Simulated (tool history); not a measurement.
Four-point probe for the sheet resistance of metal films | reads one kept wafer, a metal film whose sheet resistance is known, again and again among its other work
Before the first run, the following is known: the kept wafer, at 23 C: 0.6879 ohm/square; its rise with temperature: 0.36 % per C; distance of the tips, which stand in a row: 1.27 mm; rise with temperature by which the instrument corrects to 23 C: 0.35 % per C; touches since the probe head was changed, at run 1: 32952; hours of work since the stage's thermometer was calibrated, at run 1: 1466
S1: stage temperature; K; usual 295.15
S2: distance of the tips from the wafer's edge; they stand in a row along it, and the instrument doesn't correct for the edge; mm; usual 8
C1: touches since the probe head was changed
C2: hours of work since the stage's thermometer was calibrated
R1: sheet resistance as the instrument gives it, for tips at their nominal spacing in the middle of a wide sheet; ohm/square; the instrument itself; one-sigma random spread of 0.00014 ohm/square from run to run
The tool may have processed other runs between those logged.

| run | hour | S1 | S2 | C1 | C2 | R1 |
|---|---|---|---|---|---|---|
| 1 | 0 | 295.15 | 8 | 32952 | 1466 | 0.69811 |
| 2 | 48.1 | 295.15 | 22 | 34873 | 1490 | 0.69014 |
| 3 | 74.3 | 295.15 | 22 | 35920 | 1503 | 0.689861 |
| 4 | 105.6 | 295.15 | 22 | 37171 | 1519 | 0.690116 |
| 5 | 158.3 | 295.15 | 8 | 39277 | 1545 | 0.698063 |
| 6 | 187.8 | 295.15 | 8 | 40453 | 1559 | 0.698123 |
| 7 | 234 | 295.15 | 8 | 42302 | 1582 | 0.698247 |
| 8 | 278.2 | 295.15 | 8 | 44066 | 1604 | 0.69811 |
| 9 | 327.7 | 295.15 | 8 | 46043 | 1629 | 0.698282 |
| 10 | 373.8 | 295.15 | 8 | 47886 | 1652 | 0.698242 |
| 11 | 410.8 | 295.15 | 8 | 49364 | 1670 | 0.698284 |
| 12 | 463.4 | 295.15 | 8 | 51466 | 1696 | 0.698381 |
| 13 | 511.3 | 295.15 | 8 | 53383 | 1720 | 0.698451 |
| 14 | 536.8 | 295.15 | 8 | 54400 | 1732 | 0.698381 |
| 15 | 567.5 | 295.15 | 35 | 55627 | 1748 | 0.689643 |
| 16 | 601.1 | 295.15 | 35 | 56969 | 1764 | 0.689552 |
| 17 | 656.6 | 295.15 | 35 | 59188 | 1792 | 0.689689 |
| 18 | 681.9 | 295.15 | 35 | 60197 | 1804 | 0.689755 |
|  | 701.7 | stage's thermometer calibrated |
| 19 | 731.8 | 295.15 | 35 | 62171 | 15 | 0.691551 |
| 20 | 780.5 | 295.15 | 35 | 64119 | 39 | 0.691365 |
| 21 | 833.6 | 295.15 | 35 | 66240 | 65 | 0.691343 |
| 22 | 876.4 | 295.15 | 35 | 67948 | 87 | 0.691428 |
| 23 | 928.8 | 294.15 | 8 | 70043 | 112 | 0.700283 |
| 24 | 959.4 | 294.15 | 8 | 71265 | 128 | 0.700345 |
| 25 | 1007.3 | 294.15 | 8 | 73179 | 151 | 0.700219 |
| 26 | 1055.2 | 294.15 | 8 | 75094 | 175 | 0.700434 |
| 27 | 1112.3 | 291.15 | 59 | 77377 | 203 | 0.691671 |
| 28 | 1138.5 | 295.15 | 9 | 78423 | 216 | 0.698561 |
| 29 | 1183.9 | 303.15 | 13 | 80236 | 239 | 0.695081 |
| 30 | 1239.6 | 301.15 | 8 | 82462 | 266 | 0.700638 |
| 31 | 1273 | 301.15 | 5 | 83794 | 283 | 0.714531 |
| 32 | 1328.8 | 301.15 | 34 | 86024 | 311 | 0.691927 |
| 33 | 1378.9 | 301.15 | 8 | 88027 | 335 | 0.700885 |
| 34 | 1420.7 | 302.15 | 69 | 89699 | 356 | 0.691523 |
| 35 | 1474 | 303.15 | 30 | 91829 | 382 | 0.692304 |
| 36 | 1513.9 | 296.15 | 3 | 93421 | 402 | 0.751718 |
| 37 | 1560.1 | 307.15 | 4 | 95267 | 425 | 0.727336 |

Predict the results of run 38:
| 38 | 1616.3 | 298.15 | 29 | 97513 | 453 | ? |

R1: 0.692429 ohm/square
If the tool had no hidden condition, the same run with the same run-to-run variation would have returned R1 0.688872 ohm/square.

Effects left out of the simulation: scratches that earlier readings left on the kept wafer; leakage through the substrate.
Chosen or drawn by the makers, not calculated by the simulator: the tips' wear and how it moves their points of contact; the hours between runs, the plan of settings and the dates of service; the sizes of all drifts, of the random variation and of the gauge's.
